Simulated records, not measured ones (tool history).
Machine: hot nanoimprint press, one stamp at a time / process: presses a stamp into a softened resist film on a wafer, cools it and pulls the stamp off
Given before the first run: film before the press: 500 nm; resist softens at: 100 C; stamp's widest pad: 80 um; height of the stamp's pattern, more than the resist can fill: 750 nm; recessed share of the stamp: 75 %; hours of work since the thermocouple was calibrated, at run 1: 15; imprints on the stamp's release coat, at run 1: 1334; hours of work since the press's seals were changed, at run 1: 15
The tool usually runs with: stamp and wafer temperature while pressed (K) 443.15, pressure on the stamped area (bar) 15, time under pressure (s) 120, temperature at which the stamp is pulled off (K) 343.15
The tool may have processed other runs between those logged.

run   hour  stamp and wafer temperature while pressed (K)  pressure on the stamped area (bar)  time under pressure (s)  temperature at which the stamp is pulled off (K)  hours of work since the thermocouple was calibrated  imprints on the stamp's release coat  hours of work since the press's seals were changed  resist left under the stamp's widest pad (nm)  greatest force while the stamp is pulled off (N)
  1      0                                         443.15                                  15                      120                                            343.15                                                   15                                  1334                                                  15                                          269.7                                               225
  2    7.1                                         443.15                                  15                      120                                            343.15                                                   18                                  1347                                                  18                                          269.2                                               221
  3   15.7                                         443.15                                  15                      120                                            343.15                                                   22                                  1362                                                  22                                          269.1                                               221
  4   23.3                                         443.15                                  15                      120                                            343.15                                                   26                                  1376                                                  26                                          269.5                                               221
  5   29.6                                         443.15                                  15                      120                                            343.15                                                   28                                  1387                                                  28                                          268.9                                               228
  6   37.3                                         443.15                                  15                      120                                            343.15                                                   32                                  1401                                                  32                                            269                                               226
  7   42.5                                         443.15                                  15                       98                                            343.15                                                   34                                  1410                                                  34                                            285                                               231
  8   47.6                                         443.15                                  15                       98                                            343.15                                                   37                                  1419                                                  37                                          285.6                                               224
  9   53.2                                         443.15                                  15                      120                                            343.15                                                   39                                  1429                                                  39                                          269.2                                               234
 10   62.9                                         443.15                                  15                      120                                            343.15                                                   44                                  1446                                                  44                                          269.4                                               232
 11   71.2                                         442.15                                16.4                      202                                            347.15                                                   47                                  1461                                                  47                                          223.1                                               208
 12   76.6                                         449.15                                21.9                      202                                            347.15                                                   50                                  1470                                                  50                                          156.9                                               212
      80.2  -- plate thermocouple calibrated
 13   89.8                                         449.15                                21.9                      202                                            347.15                                                    4                                  1489                                                  55                                            157                                               202
 14  100.7                                         449.15                                21.9                      202                                            347.15                                                    9                                  1508                                                  59                                            157                                               213
 15  107.5                                         449.15                                21.9                      202                                            347.15                                                   12                                  1520                                                  63                                          157.5                                               207
 16  113.1                                         440.15                                16.5                       80                                            349.15                                                   15                                  1530                                                  65                                          308.9                                               210
 17  120.9                                         440.15                                16.5                       80                                            349.15                                                   19                                  1544                                                  69                                          309.2                                               203
     125.7  -- plate thermocouple calibrated, once more
 18  134.8                                         440.15                                18.7                      108                                            341.15                                                    4                                  1563                                                  74                                          266.1                                               242
 19  143.5                                         436.15                                10.2                      108                                            341.15                                                    8                                  1579                                                  78                                            376                                               236
 20  154.4                                         447.15                                  13                       81                                            346.15                                                   13                                  1598                                                  83                                          294.6                                               211

Consider 3 possible next runs. They are alternatives, not a sequence: every one starts from the tool as it was left by run 20. What does each give?
  A  160.8                                         439.15                                  13                       64                                            343.15                                                   16                                  1609                                                  86                                              ?                                                 ?
  B  160.8                                         447.15                                10.4                      227                                            339.15                                                   16                                  1609                                                  86                                              ?                                                 ?
  C  160.8                                         435.15                                11.4                       81                                            346.15                                                   16                                  1609                                                  86                                              ?                                                 ?

run  resist left under the stamp's widest pad (nm)  greatest force while the stamp is pulled off (N)
  A                                          364.9                                               233
  B                                          241.3                                               259
  C                                          389.5                                               219
Without the tool's unlogged condition, the same runs would have read:
run  resist left under the stamp's widest pad (nm)  greatest force while the stamp is pulled off (N)
  A                                            366                                               157
  B                                          242.2                                               175
  C                                          390.4                                               148
